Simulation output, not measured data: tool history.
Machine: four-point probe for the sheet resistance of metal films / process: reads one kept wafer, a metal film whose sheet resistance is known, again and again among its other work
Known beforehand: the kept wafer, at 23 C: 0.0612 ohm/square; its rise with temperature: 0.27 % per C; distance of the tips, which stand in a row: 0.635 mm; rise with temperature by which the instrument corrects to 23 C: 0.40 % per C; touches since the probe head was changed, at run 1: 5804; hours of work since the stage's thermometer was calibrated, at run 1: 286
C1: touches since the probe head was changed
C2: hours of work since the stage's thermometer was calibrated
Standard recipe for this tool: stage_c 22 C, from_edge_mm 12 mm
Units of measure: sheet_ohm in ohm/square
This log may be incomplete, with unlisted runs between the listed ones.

run 1 hour=0.0 | stage_c=22 from_edge_mm=12 | C1=5804 C2=286 | sheet_ohm=0.061348
run 2 hour=36.2 | stage_c=22 from_edge_mm=3 | C1=8227 C2=315 | sheet_ohm=0.062679
run 3 hour=85.8 | stage_c=22 from_edge_mm=12 | C1=11537 C2=354 | sheet_ohm=0.061300
run 4 hour=107.2 | stage_c=22 from_edge_mm=12 | C1=12972 C2=370 | sheet_ohm=0.061322
run 5 hour=141.9 | stage_c=22 from_edge_mm=71 | C1=15291 C2=397 | sheet_ohm=0.061216
run 6 hour=180.2 | stage_c=22 from_edge_mm=71 | C1=17852 C2=427 | sheet_ohm=0.061202
run 7 hour=207.1 | stage_c=22 from_edge_mm=71 | C1=19648 C2=448 | sheet_ohm=0.061197
run 8 hour=253.8 | stage_c=22 from_edge_mm=71 | C1=22772 C2=485 | sheet_ohm=0.061161
run 9 hour=281.6 | stage_c=22 from_edge_mm=71 | C1=24633 C2=507 | sheet_ohm=0.061150
run 10 hour=329.5 | stage_c=22 from_edge_mm=71 | C1=27834 C2=544 | sheet_ohm=0.061134
run 11 hour=364.0 | stage_c=22 from_edge_mm=52 | C1=30139 C2=571 | sheet_ohm=0.061114
run 12 hour=407.4 | stage_c=22 from_edge_mm=52 | C1=33044 C2=605 | sheet_ohm=0.061102
run 13 hour=438.7 | stage_c=22 from_edge_mm=52 | C1=35133 C2=630 | sheet_ohm=0.061111
run 14 hour=467.9 | stage_c=22 from_edge_mm=52 | C1=37086 C2=653 | sheet_ohm=0.061079
run 15 hour=494.9 | stage_c=22 from_edge_mm=5 | C1=38893 C2=674 | sheet_ohm=0.061577
run 16 hour=533.7 | stage_c=22 from_edge_mm=12 | C1=41487 C2=704 | sheet_ohm=0.061118
run 17 hour=584.1 | stage_c=22 from_edge_mm=12 | C1=44859 C2=743 | sheet_ohm=0.061110
run 18 hour=618.3 | stage_c=28 from_edge_mm=12 | C1=47144 C2=770 | sheet_ohm=0.060635
run 19 hour=654.3 | stage_c=22 from_edge_mm=5 | C1=49548 C2=798 | sheet_ohm=0.061487
run 20 hour=693.5 | stage_c=22 from_edge_mm=43 | C1=52171 C2=829 | sheet_ohm=0.060976
run 21 hour=735.6 | stage_c=21 from_edge_mm=12 | C1=54985 C2=862 | sheet_ohm=0.061141
run 22 hour=777.5 | stage_c=23 from_edge_mm=12 | C1=57788 C2=895 | sheet_ohm=0.060940
run 23 hour=815.1 | stage_c=23 from_edge_mm=12 | C1=60301 C2=924 | sheet_ohm=0.060952
run 24 hour=836.1 | stage_c=27 from_edge_mm=31 | C1=61701 C2=941 | sheet_ohm=0.060546
run 25 hour=871.6 | stage_c=29 from_edge_mm=8 | C1=64080 C2=968 | sheet_ohm=0.060572
run 26 hour=911.2 | stage_c=29 from_edge_mm=8 | C1=66723 C2=999 | sheet_ohm=0.060543
run 27 hour=944.5 | stage_c=29 from_edge_mm=8 | C1=68953 C2=1025 | sheet_ohm=0.060537
run 28 hour=988.2 | stage_c=25 from_edge_mm=5 | C1=71874 C2=1060 | sheet_ohm=0.061126
run 29 hour=1036.4 | stage_c=30 from_edge_mm=33 | C1=75094 C2=1097 | sheet_ohm=0.060235
run 30 hour=1083.2 | stage_c=20 from_edge_mm=10 | C1=78223 C2=1134 | sheet_ohm=0.061090
run 31 hour=1122.5 | stage_c=30 from_edge_mm=4 | C1=80850 C2=1165 | sheet_ohm=0.060983
run 32 hour=1166.3 | stage_c=20 from_edge_mm=4 | C1=83781 C2=1199 | sheet_ohm=0.061779
run 33 hour=1199.7 | stage_c=20 from_edge_mm=4 | C1=86012 C2=1225 | sheet_ohm=0.061733
run 34 hour=1231.0 | stage_c=23 from_edge_mm=7 | C1=88105 C2=1249 | sheet_ohm=0.060952
run 35 hour=1268.2 | stage_c=20 from_edge_mm=10 | C1=90590 C2=1279 | sheet_ohm=0.061028
run 36 hour=1316.7 | stage_c=28 from_edge_mm=14 | C1=93833 C2=1317 | sheet_ohm=0.060349
run 37 hour=1360.2 | stage_c=26 from_edge_mm=4 | C1=96743 C2=1351 | sheet_ohm=0.061215
run 38 hour=1409.7 | stage_c=22 from_edge_mm=17 | C1=100052 C2=1389 | sheet_ohm=0.060753
run 39 hour=1452.8 | stage_c=21 from_edge_mm=6 | C1=102933 C2=1423 | sheet_ohm=0.061117
run 40 hour=1488.0 | stage_c=27 from_edge_mm=12 | C1=105287 C2=1451 | sheet_ohm=0.060349
run 41 hour=1534.8 | stage_c=27 from_edge_mm=12 | C1=108417 C2=1487 | sheet_ohm=0.060337
run 42 hour=1584.9 | stage_c=27 from_edge_mm=12 | C1=111769 C2=1526 | sheet_ohm=0.060327
-- hour=1607.0 new probe head fitted
run 43 hour=1608.3 | stage_c=22 from_edge_mm=42 | C1=83 C2=1544 | sheet_ohm=0.061342
run 44 hour=1641.2 | stage_c=22 from_edge_mm=42 | C1=2284 C2=1570 | sheet_ohm=0.061356

3 ways to go on from here, each from the tool as it stands after run 44. What would each give?
run A hour=1687.7 | stage_c=26 from_edge_mm=12 | C1=5394 C2=1606 | sheet_ohm=?
run B hour=1687.7 | stage_c=21 from_edge_mm=32 | C1=5394 C2=1606 | sheet_ohm=?
run C hour=1687.7 | stage_c=31 from_edge_mm=7 | C1=5394 C2=1606 | sheet_ohm=?

run=A sheet_ohm=0.061110
run=B sheet_ohm=0.061433
run=C sheet_ohm=0.060899
Had the tool no hidden state, the same runs would have come out as:
run=A sheet_ohm=0.061065
run=B sheet_ohm=0.061389
run=C sheet_ohm=0.060854
